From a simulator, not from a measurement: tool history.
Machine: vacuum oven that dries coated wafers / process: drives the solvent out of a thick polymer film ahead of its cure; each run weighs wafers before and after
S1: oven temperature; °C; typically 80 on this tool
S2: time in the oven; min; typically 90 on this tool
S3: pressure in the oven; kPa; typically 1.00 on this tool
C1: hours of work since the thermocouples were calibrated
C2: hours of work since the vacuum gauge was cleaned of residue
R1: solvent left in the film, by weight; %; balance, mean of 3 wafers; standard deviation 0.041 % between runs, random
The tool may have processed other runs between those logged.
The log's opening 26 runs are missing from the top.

run	day	S1	S2	S3	C1	C2	R1
27	13.383	91	94	1.75	1113	374	1.98
28	13.921	83	55	0.51	1120	381	3.41
29	14.496	74	60	0.65	1127	388	5.20
30	15.062	88	90	3.97	1134	395	4.32
31	15.508	88	90	3.53	1140	401	4.02
32	16.150	88	90	3.53	1148	409	4.01
33	16.892	68	45	3.53	1158	418	10.08
34	17.458	73	90	3.27	1165	426	7.42
35	18.112	73	90	3.27	1173	434	7.51
36	18.504	77	90	0.68	1178	439	3.36
# day 18.842: oven's thermocouples calibrated
37	19.175	81	148	2.81	4	446	3.98
38	19.904	89	121	0.57	13	455	0.93
39	20.375	66	90	1.47	19	461	6.95

Below are 5 alternative next runs, each starting from the tool's condition after run 39. Predict each:
A	21.067	90	58	2.72	28	470	?
B	21.067	80	91	2.08	28	470	?
C	21.067	66	90	0.61	28	470	?
D	21.067	80	70	1.71	28	470	?
E	21.067	80	90	1.30	28	470	?

run	R1
A	3.62
B	4.27
C	5.70
D	4.48
E	3.41
Take away the tool's hidden state, keep each run's random variation, and the runs would have read:
run	R1
A	3.54
B	4.12
C	5.47
D	4.35
E	3.25

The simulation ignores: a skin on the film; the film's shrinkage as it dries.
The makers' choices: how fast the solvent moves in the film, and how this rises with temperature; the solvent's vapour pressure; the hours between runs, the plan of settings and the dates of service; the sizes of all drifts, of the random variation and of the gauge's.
